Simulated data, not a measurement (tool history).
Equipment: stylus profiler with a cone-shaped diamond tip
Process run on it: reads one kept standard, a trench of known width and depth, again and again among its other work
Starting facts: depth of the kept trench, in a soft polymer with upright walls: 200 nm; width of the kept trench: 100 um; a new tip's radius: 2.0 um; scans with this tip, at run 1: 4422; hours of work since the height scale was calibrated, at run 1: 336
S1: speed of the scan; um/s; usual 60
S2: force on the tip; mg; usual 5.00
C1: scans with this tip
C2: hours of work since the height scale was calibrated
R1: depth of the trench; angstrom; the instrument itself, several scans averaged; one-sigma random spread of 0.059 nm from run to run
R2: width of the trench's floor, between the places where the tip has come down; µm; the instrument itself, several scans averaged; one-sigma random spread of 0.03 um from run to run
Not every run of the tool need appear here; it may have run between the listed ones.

{"run": 1, "day": 0.0, "S1": 60, "S2": 5.0, "C1": 4422, "C2": 336, "R1": 2028.8, "R2": 97.9}
{"run": 2, "day": 2.754, "S1": 60, "S2": 12.68, "C1": 4920, "C2": 374, "R1": 2053.9, "R2": 97.96}
{"run": 3, "day": 5.875, "S1": 60, "S2": 12.68, "C1": 5484, "C2": 417, "R1": 2053.9, "R2": 97.93}
{"run": 4, "day": 8.562, "S1": 60, "S2": 4.69, "C1": 5970, "C2": 454, "R1": 2026.8, "R2": 97.88}
{"run": 5, "day": 10.821, "S1": 60, "S2": 4.69, "C1": 6378, "C2": 485, "R1": 2026.0, "R2": 97.86}
{"run": 6, "day": 13.188, "S1": 60, "S2": 4.69, "C1": 6806, "C2": 518, "R1": 2025.9, "R2": 97.82}
{"run": 7, "day": 16.317, "S1": 60, "S2": 4.69, "C1": 7371, "C2": 561, "R1": 2026.2, "R2": 97.76}
{"run": 8, "day": 18.021, "S1": 60, "S2": 4.69, "C1": 7679, "C2": 584, "R1": 2024.8, "R2": 97.76}
{"run": 9, "day": 19.838, "S1": 60, "S2": 4.69, "C1": 8008, "C2": 609, "R1": 2024.7, "R2": 97.74}
{"run": 10, "day": 23.05, "S1": 37, "S2": 10.63, "C1": 8588, "C2": 654, "R1": 2045.8, "R2": 97.81}
{"run": 11, "day": 24.504, "S1": 16, "S2": 1.91, "C1": 8852, "C2": 674, "R1": 2010.6, "R2": 97.77}
{"run": 12, "day": 25.921, "S1": 72, "S2": 2.39, "C1": 9108, "C2": 693, "R1": 2013.5, "R2": 97.63}
{"run": 13, "day": 27.567, "S1": 60, "S2": 7.06, "C1": 9406, "C2": 716, "R1": 2033.6, "R2": 97.74}
{"run": 14, "day": 30.508, "S1": 59, "S2": 6.92, "C1": 9937, "C2": 756, "R1": 2033.7, "R2": 97.76}
{"run": 15, "day": 32.179, "S1": 59, "S2": 6.92, "C1": 10239, "C2": 779, "R1": 2033.6, "R2": 97.66}
{"run": 16, "day": 34.225, "S1": 59, "S2": 6.92, "C1": 10609, "C2": 807, "R1": 2033.3, "R2": 97.68}
{"run": 17, "day": 36.346, "S1": 30, "S2": 2.06, "C1": 10992, "C2": 836, "R1": 2011.1, "R2": 97.69}
{"run": 18, "day": 38.425, "S1": 30, "S2": 6.3, "C1": 11368, "C2": 865, "R1": 2030.4, "R2": 97.78}

How would selected steps in R1 from run to run divide? Give the signed amount a tool lacking its hidden state would still show from settings, what came in and random variation, and the signed amount left for the hidden state, including any gauge scatter that is not in both of the compared results.
What the log doesn't record here: radius of the tip, um; height scale over the true one, %; drift of the gauge itself on depth_nm, %; drift of the gauge itself on floor_um, %.
Run 9 -> 10: S1 60 -> 37, S2 4.69 -> 10.63. R1 +21.1 angstrom: hidden state -0.4, all else +21.5.
Run 10 -> 11: S1 37 -> 16, S2 10.63 -> 1.91. R1 -35.2 angstrom: hidden state +0.0, all else -35.2.
